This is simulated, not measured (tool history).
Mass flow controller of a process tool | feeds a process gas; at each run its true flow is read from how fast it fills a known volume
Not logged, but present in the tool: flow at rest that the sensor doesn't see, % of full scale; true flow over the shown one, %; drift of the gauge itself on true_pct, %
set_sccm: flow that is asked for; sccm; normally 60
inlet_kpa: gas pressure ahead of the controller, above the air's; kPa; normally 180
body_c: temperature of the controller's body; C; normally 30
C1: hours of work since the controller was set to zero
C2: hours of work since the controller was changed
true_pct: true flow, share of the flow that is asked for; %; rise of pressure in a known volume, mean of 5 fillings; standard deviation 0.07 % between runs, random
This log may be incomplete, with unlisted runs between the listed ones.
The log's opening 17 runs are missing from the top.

{"hour": 3881.7, "done": "controller's zero set anew, once more"}
{"run": 18, "hour": 4049.8, "set_sccm": 60, "inlet_kpa": 180, "body_c": 30, "C1": 122, "C2": 6334, "true_pct": 101.04}
{"run": 19, "hour": 4190.2, "set_sccm": 60, "inlet_kpa": 180, "body_c": 30, "C1": 224, "C2": 6436, "true_pct": 101.13}
{"run": 20, "hour": 4492.8, "set_sccm": 48, "inlet_kpa": 180, "body_c": 30, "C1": 445, "C2": 6657, "true_pct": 101.14}
{"run": 21, "hour": 4746.3, "set_sccm": 48, "inlet_kpa": 180, "body_c": 30, "C1": 629, "C2": 6841, "true_pct": 101.33}
{"run": 22, "hour": 4969.2, "set_sccm": 51, "inlet_kpa": 155, "body_c": 37, "C1": 791, "C2": 7003, "true_pct": 101.88}
{"run": 23, "hour": 5158.9, "set_sccm": 51, "inlet_kpa": 196, "body_c": 31, "C1": 929, "C2": 7141, "true_pct": 101.46}
{"run": 24, "hour": 5384.7, "set_sccm": 40, "inlet_kpa": 194, "body_c": 30, "C1": 1093, "C2": 7305, "true_pct": 101.36}
{"run": 25, "hour": 5661.6, "set_sccm": 69, "inlet_kpa": 180, "body_c": 30, "C1": 1295, "C2": 7507, "true_pct": 101.74}
{"run": 26, "hour": 5867.7, "set_sccm": 188, "inlet_kpa": 220, "body_c": 31, "C1": 1445, "C2": 7657, "true_pct": 102.25}
{"run": 27, "hour": 6069.3, "set_sccm": 24, "inlet_kpa": 177, "body_c": 31, "C1": 1591, "C2": 7803, "true_pct": 102.42}

Run 28, settings as shown, results not yet in. Your forecast:
{"run": 28, "hour": 6207.7, "set_sccm": 24, "inlet_kpa": 177, "body_c": 31, "C1": 1692, "C2": 7904, "true_pct": "?"}

true_pct: 102.56 %
With no hidden state in the tool, this same run would have given true_pct 99.21 %.
